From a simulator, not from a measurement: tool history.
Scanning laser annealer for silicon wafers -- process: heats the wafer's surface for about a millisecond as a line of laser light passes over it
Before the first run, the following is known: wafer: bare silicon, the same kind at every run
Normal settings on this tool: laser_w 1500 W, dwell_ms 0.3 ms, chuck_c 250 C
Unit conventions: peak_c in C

run   hour  laser_w  dwell_ms  chuck_c  peak_c
  1      0     1500       0.3      250     960
  2      8     1333       0.3      250     879
  3   12.4     1330       0.3      250     880
  4   16.9     1330       0.3      250     879
  5   27.1     1330     0.252      250     827
  6   33.9     1500     0.337      250    1003
  7     44     1500       0.3      250     954
  8   48.4     1500       0.3      239     948
  9   56.3     1500       0.3      239     950
 10   61.6     1500       0.3      239     943
 11   71.8     1423       0.3      239     912
 12   81.9     1423       0.3      239     909
 13   88.1     1423       0.3      239     909
 14   98.2     1423       0.3      239     910
 15  107.4     1297       0.3      242     853
 16  111.9     1297       0.3      242     849

What does the tool deliver on the next run?
 17  119.4     1332     0.347      254       ?

Run 17 gave peak_c 930 C.
The same run, on a tool lacking any hidden state, would have yielded peak_c 962 C.
